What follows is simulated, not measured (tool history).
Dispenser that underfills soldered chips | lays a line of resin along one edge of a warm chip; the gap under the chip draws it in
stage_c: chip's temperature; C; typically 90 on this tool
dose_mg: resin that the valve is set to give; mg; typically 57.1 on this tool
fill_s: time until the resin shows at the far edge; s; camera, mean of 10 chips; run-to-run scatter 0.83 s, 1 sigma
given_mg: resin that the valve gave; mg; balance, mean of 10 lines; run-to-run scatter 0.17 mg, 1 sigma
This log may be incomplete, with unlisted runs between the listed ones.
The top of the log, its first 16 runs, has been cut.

| run | hour | stage_c | dose_mg | hours of work since the syringe was changed | hours of work since the valve was cleaned | hours of work since the stage was calibrated | fill_s | given_mg |
|---|---|---|---|---|---|---|---|---|
| 17 | 139.3 | 97 | 57.1 | 8 | 6 | 134 | 87.0 | 57.21 |
|  | 144.8 | new syringe of resin |
| 18 | 145.4 | 97 | 57.1 | 0 | 11 | 138 | 59.2 | 56.83 |
| 19 | 151.6 | 76 | 64.8 | 5 | 16 | 143 | 184.0 | 64.34 |
|  | 161.0 | new syringe of resin |
| 20 | 162.4 | 98 | 58.6 | 1 | 24 | 151 | 57.6 | 58.19 |
| 21 | 173.2 | 101 | 72.0 | 9 | 32 | 160 | 77.3 | 71.50 |
|  | 176.7 | new syringe of resin |
| 22 | 184.8 | 101 | 72.0 | 6 | 41 | 168 | 65.7 | 70.97 |
|  | 192.5 | new syringe of resin |
| 23 | 194.3 | 84 | 72.0 | 1 | 48 | 175 | 106.4 | 70.97 |
| 24 | 202.7 | 87 | 72.0 | 8 | 54 | 182 | 128.6 | 70.25 |
|  | 208.4 | new syringe of resin |
| 25 | 208.6 | 87 | 72.0 | 0 | 59 | 186 | 86.6 | 70.70 |
| 26 | 216.5 | 104 | 72.0 | 6 | 65 | 192 | 57.6 | 70.53 |
|  | 224.8 | new syringe of resin |
| 27 | 225.9 | 104 | 72.0 | 1 | 72 | 199 | 45.0 | 70.04 |

Run 28 comes next. What will it give?
| 28 | 233.1 | 83 | 67.3 | 6 | 77 | 205 | ? | ? |

{"run 28": {"fill_s": 142.0, "given_mg": 65.61}}
With no hidden state in the tool, this same run would have given fill_s 104.5 s, given_mg 67.49 mg.
